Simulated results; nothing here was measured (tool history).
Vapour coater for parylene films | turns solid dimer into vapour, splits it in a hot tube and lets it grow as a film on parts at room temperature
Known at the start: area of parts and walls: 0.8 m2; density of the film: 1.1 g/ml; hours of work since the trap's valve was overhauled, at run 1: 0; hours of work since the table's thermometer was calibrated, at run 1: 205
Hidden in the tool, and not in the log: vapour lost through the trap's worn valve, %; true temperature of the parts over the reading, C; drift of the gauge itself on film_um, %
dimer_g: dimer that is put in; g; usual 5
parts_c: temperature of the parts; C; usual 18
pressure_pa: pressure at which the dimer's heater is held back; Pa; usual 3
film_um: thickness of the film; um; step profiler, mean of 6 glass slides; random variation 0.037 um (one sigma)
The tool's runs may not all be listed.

run    hour  dimer_g  parts_c  pressure_pa  hours of work since the trap's valve was overhauled  hours of work since the table's thermometer was calibrated  film_um
  1       0        5       18            3                                                    0                                                         205     3.71
  2    33.1        5       18            3                                                   25                                                         230     3.81
  3    91.6        5       18          9.4                                                   69                                                         274     3.64
  4   161.4        5       18          9.4                                                  122                                                         327     3.61
  5   214.2        5       18          9.4                                                  162                                                         367     3.56
  6   264.9        5       18          9.4                                                  200                                                         405     3.58
  7   296.4        5       18          9.4                                                  224                                                         429     3.61
  8   354.3        5       18          9.4                                                  268                                                         473     3.58
  9   415.1        3       18          9.4                                                  313                                                         518     2.12
 10     450        3       18          9.4                                                  340                                                         545     2.17
 11   494.5        3       18          9.4                                                  373                                                         578     2.12
      502.4  -- trap's valve overhauled
 12   532.1        5       18            3                                                   22                                                         604     3.86
 13     569        5       18            3                                                   50                                                         632     3.83
 14   606.9        5       18            3                                                   79                                                         660     3.83
 15   674.3        5       18            3                                                  130                                                         711     3.76
 16   748.4        5       18            3                                                  186                                                         767     3.77
 17   788.1        5       18            3                                                  216                                                         797     3.79
 18   842.5        5       18            3                                                  257                                                         838     3.76
 19   906.7        5       27         4.72                                                  305                                                         887     2.54
 20   946.2        5       27         4.72                                                  335                                                         916     2.56
     1006.4  -- trap's valve overhauled
 21  1007.8        3       11            3                                                    1                                                         960     3.11
 22  1064.8        5       11            3                                                   44                                                        1003     5.14
 23  1117.2        5       11            3                                                   84                                                        1043     5.12
 24  1171.3        2       18         11.7                                                  125                                                        1083     1.41
 25    1241        2       18         11.7                                                  177                                                        1136     1.41
 26  1273.8        2       17         10.1                                                  202                                                        1161     1.47
 27  1303.9        3       18         2.74                                                  225                                                        1184     2.29
 28  1362.2        3       18         2.74                                                  269                                                        1228     2.32
 29  1396.3        5       29         2.33                                                  294                                                        1253     2.46
 30  1460.7        5       29         2.33                                                  343                                                        1302     2.42
     1508.8  -- trap's valve overhauled
 31  1523.2        5       29         2.33                                                   11                                                        1346     2.43
 32  1578.6        5       29         2.33                                                   53                                                        1388      2.4
 33  1642.4        9       18         3.37                                                  101                                                        1436     6.79
 34  1691.1        9       18         3.37                                                  138                                                        1473     6.92
 35  1724.2        6       18            3                                                  163                                                        1498     4.61

4 ways to go on from here, each from the tool as it stands after run 35. What would each give?
  A  1773.1        3       20            3                                                  200                                                        1535        ?
  B  1773.1        2       16         5.79                                                  200                                                        1535        ?
  C  1773.1        6       18         3.38                                                  200                                                        1535        ?
  D  1773.1        2       24         2.81                                                  200                                                        1535        ?

run  film_um
  A     2.06
  B     1.58
  C      4.5
  D     1.19
Without the tool's hidden state the same runs would have given:
run  film_um
  A     2.06
  B     1.58
  C      4.5
  D     1.19

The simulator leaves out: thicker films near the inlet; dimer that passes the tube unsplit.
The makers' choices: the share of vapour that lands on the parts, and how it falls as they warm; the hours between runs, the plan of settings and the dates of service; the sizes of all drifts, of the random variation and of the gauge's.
